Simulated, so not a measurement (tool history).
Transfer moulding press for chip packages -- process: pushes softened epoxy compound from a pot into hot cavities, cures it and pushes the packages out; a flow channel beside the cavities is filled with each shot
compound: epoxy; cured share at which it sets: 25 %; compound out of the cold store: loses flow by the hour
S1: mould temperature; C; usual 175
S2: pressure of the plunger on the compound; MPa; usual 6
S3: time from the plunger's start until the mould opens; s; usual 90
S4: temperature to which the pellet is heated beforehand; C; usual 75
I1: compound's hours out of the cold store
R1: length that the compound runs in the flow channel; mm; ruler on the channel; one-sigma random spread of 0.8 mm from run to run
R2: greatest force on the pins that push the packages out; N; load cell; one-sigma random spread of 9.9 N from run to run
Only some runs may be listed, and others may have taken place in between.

run,day,S1,S2,S3,S4,I1,R1,R2
1,0,175,6,90,75,17.8,580.6,473
2,0.738,175,6,90,75,36.8,516.7,569
# day 1.238: plunger's sealing rings changed
3,1.55,175,6,90,75,29.2,551.3,677
4,2.142,175,6,90,75,38.3,522.1,723
# day 2.358: cavities cleaned with cleaning compound and waxed
5,2.667,175,6,90,75,18.9,586.5,525
6,3.254,175,6,90,75,9,622.1,673
7,3.979,175,6,90,75,41.4,510.8,670
# day 4.65: cavities cleaned with cleaning compound and waxed
8,4.742,175,6,90,75,43.3,501.9,456
9,5.325,175,6,90,75,47.4,490.2,542
10,5.8,175,6,90,75,47.4,490,611
11,6.533,175,6,90,75,10.9,609.7,744
# day 6.933: cavities cleaned with cleaning compound and waxed
12,6.933,175,6,90,73,23,565.1,463
13,7.588,175,6,90,73,25.2,557.9,565
14,8.154,180,6,90,73,43.1,491,543
15,8.838,180,6.41,118,78,19.7,582.7,570
# day 9.229: cavities cleaned with cleaning compound and waxed
16,9.529,173,6,94,67,34.9,526.1,515
17,9.992,167,5.09,88,68,43.4,470.1,1013
18,10.325,167,5.09,88,68,24.5,527.8,1173
19,10.646,167,5.09,88,68,26.4,519.8,1256
# day 10.992: plunger's sealing rings changed
20,11.079,167,5.09,88,68,25.8,536,1312
21,11.458,167,6.17,104,68,22.7,601.9,984
# day 11.621: cavities cleaned with cleaning compound and waxed
22,11.883,175,6.12,101,84,34,543.4,457
23,12.504,175,5.33,90,75,41.1,485.4,578
24,13.092,170,6,90,84,40.7,522.6,872
# day 13.888: cavities cleaned with cleaning compound and waxed
25,13.896,174,6,114,83,9.1,625.3,368
26,14.558,172,6,90,75,12,616.3,735
27,15.308,175,4.98,87,75,22,522.5,688
28,15.896,174,6.41,87,68,33.2,552.3,798

Consider 3 possible next runs. They are alternatives, not a sequence: every one starts from the tool as it was left by run 28. What does each give?
# day 16.154: cavities cleaned with cleaning compound and waxed
A,16.638,175,6,90,75,14,?,?
# day 16.154: cavities cleaned with cleaning compound and waxed
B,16.638,177,6.89,74,68,8.5,?,?
# day 16.154: cavities cleaned with cleaning compound and waxed
C,16.638,174,5.14,87,78,11,?,?

run,R1,R2
A,599.4,558
B,659.1,755
C,567.3,618
What these runs would have given with no unlogged condition in the tool:
run,R1,R2
A,610.3,487
B,671,672
C,577.6,545
